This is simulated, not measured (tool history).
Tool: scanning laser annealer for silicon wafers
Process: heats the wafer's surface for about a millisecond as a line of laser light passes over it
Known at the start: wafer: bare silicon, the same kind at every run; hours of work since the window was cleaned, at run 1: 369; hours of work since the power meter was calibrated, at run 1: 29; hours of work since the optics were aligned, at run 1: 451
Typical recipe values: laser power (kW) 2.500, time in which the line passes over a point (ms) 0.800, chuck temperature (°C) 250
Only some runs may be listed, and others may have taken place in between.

run   hour  laser power (kW)  time in which the line passes over a point (ms)  chuck temperature (°C)  hours of work since the window was cleaned  hours of work since the power meter was calibrated  hours of work since the optics were aligned  highest temperature of the surface (°C)
  1    0.0             2.500                                            0.800                     250                                         369                                                  29                                          451                                      962
  2    8.5             2.500                                            0.800                     214                                         374                                                  33                                          455                                      929
  3   22.7             2.500                                            0.800                     214                                         380                                                  40                                          462                                      927
  4   32.4             2.500                                            0.800                     214                                         385                                                  45                                          467                                      929
  5   44.3             2.500                                            0.593                     250                                         391                                                  51                                          473                                      874
  6   59.2             2.500                                            0.593                     250                                         398                                                  58                                          480                                      875
  7   68.6             2.500                                            0.593                     250                                         403                                                  63                                          485                                      873
  8   82.5             2.500                                            0.593                     250                                         410                                                  69                                          491                                      876
  9  100.9             2.500                                            0.593                     250                                         418                                                  78                                          500                                      874
 10  116.1             2.500                                            0.912                     250                                         426                                                  86                                          508                                     1002
 11  124.7             2.500                                            0.912                     250                                         430                                                  90                                          512                                     1005
 12  136.2             2.500                                            0.676                     250                                         436                                                  95                                          517                                      912
 13  153.9             2.500                                            0.676                     250                                         444                                                 104                                          526                                      906
 14  169.7             2.500                                            0.800                     250                                         452                                                 112                                          534                                      962
     173.4  -- window over the wafer cleaned
 15  189.3             2.500                                            0.800                     250                                           8                                                 120                                          542                                      956
 16  204.1             2.500                                            0.800                     250                                          15                                                 127                                          550                                      954
     215.9  -- window over the wafer cleaned, once more
 17  217.9             2.500                                            0.800                     250                                           1                                                 133                                          555                                      971
 18  230.8             2.500                                            0.800                     250                                           7                                                 139                                          562                                      973
 19  246.7             2.365                                            0.800                     250                                          15                                                 147                                          569                                      923
 20  256.4             2.574                                            0.800                     250                                          20                                                 152                                          574                                     1000
 21  266.2             2.574                                            0.800                     250                                          24                                                 157                                          579                                      995
 22  275.7             2.182                                            0.922                     250                                          29                                                 161                                          583                                      893
 23  292.1             2.182                                            0.922                     250                                          37                                                 169                                          591                                      892

For run 24, what comes out?
 24  308.0             2.627                                            0.828                     250                                          45                                                 177                                          599                                        ?

Run 24 yielded highest temperature of the surface (°C) 1033.
Had the tool carried no hidden state, the very same run would have given highest temperature of the surface (°C) 1040.

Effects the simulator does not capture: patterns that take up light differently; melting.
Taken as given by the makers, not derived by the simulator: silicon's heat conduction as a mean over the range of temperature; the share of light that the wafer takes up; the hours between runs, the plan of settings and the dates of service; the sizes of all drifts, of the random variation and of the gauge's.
